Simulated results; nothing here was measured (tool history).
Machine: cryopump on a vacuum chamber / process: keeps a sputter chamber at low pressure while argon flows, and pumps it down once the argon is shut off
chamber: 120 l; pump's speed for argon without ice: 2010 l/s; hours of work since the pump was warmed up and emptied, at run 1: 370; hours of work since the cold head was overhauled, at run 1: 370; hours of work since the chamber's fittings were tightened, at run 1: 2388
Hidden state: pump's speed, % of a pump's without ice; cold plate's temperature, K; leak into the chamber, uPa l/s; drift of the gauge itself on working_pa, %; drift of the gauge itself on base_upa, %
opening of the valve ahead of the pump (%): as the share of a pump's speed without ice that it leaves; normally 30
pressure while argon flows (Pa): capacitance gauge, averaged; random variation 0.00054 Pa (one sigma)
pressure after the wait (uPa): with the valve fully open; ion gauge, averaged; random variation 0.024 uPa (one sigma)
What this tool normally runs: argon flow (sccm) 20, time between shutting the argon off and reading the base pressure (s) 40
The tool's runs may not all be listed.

| run | hour | argon flow (sccm) | time between shutting the argon off and reading the base pressure (s) | opening of the valve ahead of the pump (%) | hours of work since the pump was warmed up and emptied | hours of work since the cold head was overhauled | hours of work since the chamber's fittings were tightened | pressure while argon flows (Pa) | pressure after the wait (uPa) |
|---|---|---|---|---|---|---|---|---|---|
| 1 | 0 | 20 | 40 | 30 | 370 | 370 | 2388 | 0.0576 | 1.36 |
| 2 | 20.4 | 20 | 171 | 30 | 379 | 379 | 2397 | 0.0579 | 0.75 |
| 3 | 41.6 | 20 | 171 | 30 | 388 | 388 | 2406 | 0.0568 | 0.76 |
| 4 | 79.3 | 20 | 171 | 30 | 404 | 404 | 2422 | 0.0583 | 0.77 |
| 5 | 114.3 | 20 | 40 | 38 | 418 | 418 | 2436 | 0.0461 | 1.37 |
| 6 | 133.5 | 20 | 40 | 38 | 426 | 426 | 2444 | 0.0467 | 1.36 |
| 7 | 165 | 20 | 40 | 38 | 440 | 440 | 2458 | 0.0462 | 1.36 |
| 8 | 197.9 | 20 | 40 | 38 | 453 | 453 | 2472 | 0.0456 | 1.37 |
| 9 | 225.7 | 20 | 40 | 30 | 465 | 465 | 2483 | 0.057 | 1.37 |
| 10 | 251.3 | 20 | 40 | 30 | 476 | 476 | 2494 | 0.0572 | 1.37 |
| 11 | 295.9 | 16 | 68 | 30 | 495 | 495 | 2513 | 0.0468 | 1.07 |
| 12 | 335 | 16 | 68 | 30 | 511 | 511 | 2529 | 0.0468 | 1.1 |
| 13 | 380.4 | 10 | 72 | 30 | 530 | 530 | 2548 | 0.0281 | 1.04 |
| 14 | 409.2 | 17 | 40 | 30 | 542 | 542 | 2560 | 0.0493 | 1.29 |
| 15 | 446.5 | 13 | 40 | 40 | 558 | 558 | 2576 | 0.0289 | 1.41 |
| 16 | 491.9 | 24 | 40 | 30 | 577 | 577 | 2595 | 0.0704 | 1.4 |
| 17 | 511.9 | 19 | 40 | 30 | 586 | 586 | 2604 | 0.0558 | 1.42 |
| 18 | 552.1 | 19 | 40 | 30 | 602 | 602 | 2621 | 0.0563 | 1.4 |
| 19 | 570.8 | 20 | 148 | 32 | 610 | 610 | 2628 | 0.0554 | 0.83 |

For each run, the measured value with the value that run would have given without the tool's hidden condition subtracted. The run-to-run variation is shared by both, the gauge scatter possibly not:
| run | pressure while argon flows (Pa) | pressure after the wait (uPa) |
|---|---|---|
| 1 | +0.0016 | +0.44 |
| 2 | +0.0015 | +0.44 |
| 3 | +0.0015 | +0.45 |
| 4 | +0.0016 | +0.45 |
| 5 | +0.0018 | +0.45 |
| 6 | +0.0018 | +0.45 |
| 7 | +0.0018 | +0.47 |
| 8 | +0.0019 | +0.46 |
| 9 | +0.0019 | +0.46 |
| 10 | +0.002 | +0.47 |
| 11 | +0.0016 | +0.48 |
| 12 | +0.0017 | +0.49 |
| 13 | +0.0011 | +0.5 |
| 14 | +0.0019 | +0.47 |
| 15 | +0.0015 | +0.5 |
| 16 | +0.0029 | +0.5 |
| 17 | +0.0023 | +0.5 |
| 18 | +0.0025 | +0.52 |
| 19 | +0.0026 | +0.5 |

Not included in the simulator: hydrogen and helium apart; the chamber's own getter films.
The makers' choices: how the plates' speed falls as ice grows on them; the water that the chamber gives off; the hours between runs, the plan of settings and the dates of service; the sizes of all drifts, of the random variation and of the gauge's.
